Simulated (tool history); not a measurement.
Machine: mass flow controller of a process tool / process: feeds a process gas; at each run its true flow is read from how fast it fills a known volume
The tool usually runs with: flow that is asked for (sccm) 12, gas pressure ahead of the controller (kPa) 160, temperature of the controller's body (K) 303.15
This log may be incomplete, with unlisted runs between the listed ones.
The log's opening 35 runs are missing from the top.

run,hour,flow that is asked for (sccm),gas pressure ahead of the controller (kPa),temperature of the controller's body (K),true flow (%)
36,8726.1,2,179,303.15,99.34
37,8917.7,12,157,298.15,99.65
38,9123.4,7,160,296.15,99.33
# hour 9315.3: controller's zero set anew
39,9396.0,7,171,299.15,99.46
40,9598.9,7,160,299.15,99.55
41,9834.9,4,160,299.15,99.45
42,10152.6,4,160,299.15,99.34
43,10378.8,4,160,299.15,99.39
44,10590.6,4,160,299.15,99.33
45,10837.9,12,234,304.15,99.73
46,11052.7,20,234,307.15,100.58
47,11269.2,20,234,307.15,100.38

3 ways to go on from here, each from the tool as it stands after run 47. What would each give?
A,11471.2,20,147,305.15,?
B,11471.2,15,160,293.15,?
C,11471.2,20,234,298.15,?

run,true flow (%)
A,100.89
B,99.48
C,99.82
Had the tool no hidden state, the same runs would have come out as:
run,true flow (%)
A,100.87
B,99.46
C,99.80

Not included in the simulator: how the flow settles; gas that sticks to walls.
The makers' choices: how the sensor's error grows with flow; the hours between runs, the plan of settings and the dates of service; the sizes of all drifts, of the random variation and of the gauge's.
